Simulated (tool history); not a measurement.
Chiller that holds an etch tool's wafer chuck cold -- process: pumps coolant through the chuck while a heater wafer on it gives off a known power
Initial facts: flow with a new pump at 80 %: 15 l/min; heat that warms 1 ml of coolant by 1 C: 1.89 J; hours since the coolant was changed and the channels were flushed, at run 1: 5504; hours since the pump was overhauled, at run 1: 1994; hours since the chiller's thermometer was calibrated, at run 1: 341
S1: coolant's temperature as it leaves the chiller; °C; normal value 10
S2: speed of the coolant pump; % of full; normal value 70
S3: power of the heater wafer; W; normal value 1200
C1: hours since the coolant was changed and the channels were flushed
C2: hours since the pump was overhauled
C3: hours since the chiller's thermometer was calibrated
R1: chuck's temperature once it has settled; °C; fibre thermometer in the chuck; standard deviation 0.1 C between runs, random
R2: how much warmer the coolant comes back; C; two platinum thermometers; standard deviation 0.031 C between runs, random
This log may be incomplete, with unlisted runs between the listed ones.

run	hour	S1	S2	S3	C1	C2	C3	R1	R2
1	0.0	10	70	1200	5504	1994	341	19.5	3.09
2	64.3	0	70	1200	5568	2059	405	9.4	3.10
3	134.7	0	70	1200	5638	2129	476	9.3	3.11
4	185.1	0	70	1200	5689	2180	526	9.4	3.06
5	268.8	0	75	1200	5773	2263	610	9.1	2.86
6	360.5	0	75	1200	5864	2355	701	8.9	2.91
7	459.6	0	75	1200	5963	2454	800	9.0	2.84
8	505.5	0	75	1200	6009	2500	846	9.0	2.84
9	597.8	0	75	1200	6102	2592	939	8.9	2.89
10	654.9	0	75	1200	6159	2649	996	8.8	2.90
11	725.4	0	75	1200	6229	2720	1066	9.1	2.88
12	779.1	0	75	1200	6283	2774	1120	9.0	2.89
13	864.0	10	67	1513	6368	2858	1205	22.5	4.04
14	916.8	6	91	681	6421	2911	1258	10.4	1.30
15	1010.3	6	91	681	6514	3005	1351	10.6	1.34
16	1072.8	6	91	681	6577	3067	1414	10.6	1.29
17	1121.9	12	100	1401	6626	3116	1463	20.9	2.45
18	1227.2	10	76	822	6731	3222	1568	16.2	1.97
19	1287.5	2	89	1099	6791	3282	1628	9.5	2.22
20	1351.8	17	62	973	6855	3346	1693	25.4	2.90
21	1399.5	17	62	973	6903	3394	1740	25.2	2.93
22	1456.1	15	82	1786	6960	3451	1797	28.1	3.91
23	1547.2	15	82	1786	7051	3542	1888	28.2	3.96
24	1640.4	15	82	1786	7144	3635	1981	28.1	3.99

Alternative continuations, all from the tool just after run 24; predict every row:
A	1742.9	17	75	1200	7247	3737	2084	?	?
B	1742.9	2	91	873	7247	3737	2084	?	?
C	1742.9	14	70	1786	7247	3737	2084	?	?
D	1742.9	4	70	1323	7247	3737	2084	?	?

run	R1	R2
A	26.2	2.96
B	7.8	1.75
C	28.5	4.74
D	14.7	3.53
With the hidden condition removed and each run's random variation left untouched, the same runs would have given:
run	R1	R2
A	24.9	2.74
B	7.1	1.62
C	26.4	4.39
D	13.2	3.27

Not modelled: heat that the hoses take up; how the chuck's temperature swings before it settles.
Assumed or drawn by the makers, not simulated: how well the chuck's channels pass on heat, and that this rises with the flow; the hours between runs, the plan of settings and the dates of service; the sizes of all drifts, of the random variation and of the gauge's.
